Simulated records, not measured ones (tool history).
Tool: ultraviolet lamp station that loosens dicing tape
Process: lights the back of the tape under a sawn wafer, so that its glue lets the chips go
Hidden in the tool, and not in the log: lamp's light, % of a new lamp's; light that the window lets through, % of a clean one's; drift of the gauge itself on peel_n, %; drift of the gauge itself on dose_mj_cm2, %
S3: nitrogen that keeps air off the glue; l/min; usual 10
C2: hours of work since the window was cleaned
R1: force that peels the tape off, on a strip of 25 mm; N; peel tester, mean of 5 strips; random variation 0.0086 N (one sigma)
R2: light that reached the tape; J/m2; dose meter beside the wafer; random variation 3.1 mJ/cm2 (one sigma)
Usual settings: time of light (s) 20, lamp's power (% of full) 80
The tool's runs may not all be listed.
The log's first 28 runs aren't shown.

run 29 day=11.300 | time_of_light_(s)=27 lamp's_power_(%_of_full)=80 S3=6 | hours_of_work_of_the_lamp=314 C2=475 | R1=0.285 R2=6330
run 30 day=11.633 | time_of_light_(s)=32 lamp's_power_(%_of_full)=93 S3=10 | hours_of_work_of_the_lamp=320 C2=482 | R1=0.229 R2=8710
run 31 day=12.142 | time_of_light_(s)=30 lamp's_power_(%_of_full)=93 S3=15 | hours_of_work_of_the_lamp=329 C2=491 | R1=0.238 R2=8190
run 32 day=12.496 | time_of_light_(s)=20 lamp's_power_(%_of_full)=91 S3=10 | hours_of_work_of_the_lamp=336 C2=497 | R1=0.290 R2=5360
run 33 day=12.908 | time_of_light_(s)=24 lamp's_power_(%_of_full)=80 S3=10 | hours_of_work_of_the_lamp=343 C2=505 | R1=0.295 R2=5640
run 34 day=13.483 | time_of_light_(s)=24 lamp's_power_(%_of_full)=80 S3=10 | hours_of_work_of_the_lamp=354 C2=516 | R1=0.295 R2=5670
-- day=13.625 window cleaned of glue's vapour
run 35 day=13.767 | time_of_light_(s)=24 lamp's_power_(%_of_full)=80 S3=10 | hours_of_work_of_the_lamp=359 C2=3 | R1=0.297 R2=5690
run 36 day=14.125 | time_of_light_(s)=20 lamp's_power_(%_of_full)=63 S3=10 | hours_of_work_of_the_lamp=365 C2=9 | R1=0.531 R2=3700
run 37 day=14.596 | time_of_light_(s)=35 lamp's_power_(%_of_full)=71 S3=8 | hours_of_work_of_the_lamp=374 C2=18 | R1=0.250 R2=7310
run 38 day=14.954 | time_of_light_(s)=35 lamp's_power_(%_of_full)=71 S3=8 | hours_of_work_of_the_lamp=381 C2=25 | R1=0.260 R2=7330
run 39 day=15.208 | time_of_light_(s)=15 lamp's_power_(%_of_full)=63 S3=8 | hours_of_work_of_the_lamp=385 C2=29 | R1=1.024 R2=2790
run 40 day=15.579 | time_of_light_(s)=28 lamp's_power_(%_of_full)=86 S3=3 | hours_of_work_of_the_lamp=392 C2=36 | R1=0.344 R2=7160
run 41 day=16.096 | time_of_light_(s)=28 lamp's_power_(%_of_full)=86 S3=3 | hours_of_work_of_the_lamp=402 C2=46 | R1=0.348 R2=7170
run 42 day=16.346 | time_of_light_(s)=28 lamp's_power_(%_of_full)=86 S3=3 | hours_of_work_of_the_lamp=406 C2=50 | R1=0.346 R2=7040
run 43 day=16.712 | time_of_light_(s)=28 lamp's_power_(%_of_full)=86 S3=3 | hours_of_work_of_the_lamp=413 C2=57 | R1=0.349 R2=7090
run 44 day=17.096 | time_of_light_(s)=20 lamp's_power_(%_of_full)=86 S3=10 | hours_of_work_of_the_lamp=420 C2=64 | R1=0.315 R2=5090

3 ways to go on from here, each from the tool as it stands after run 44. What would each give?
run A day=17.517 | time_of_light_(s)=20 lamp's_power_(%_of_full)=98 S3=10 | hours_of_work_of_the_lamp=428 C2=72 | R1=? R2=?
run B day=17.517 | time_of_light_(s)=17 lamp's_power_(%_of_full)=80 S3=10 | hours_of_work_of_the_lamp=428 C2=72 | R1=? R2=?
run C day=17.517 | time_of_light_(s)=30 lamp's_power_(%_of_full)=79 S3=10 | hours_of_work_of_the_lamp=428 C2=72 | R1=? R2=?

run=A R1=0.292 R2=5730
run=B R1=0.428 R2=4030
run=C R1=0.247 R2=7040
Without the tool's hidden state the same runs would have given:
run=A R1=0.291 R2=5750
run=B R1=0.426 R2=4040
run=C R1=0.247 R2=7060
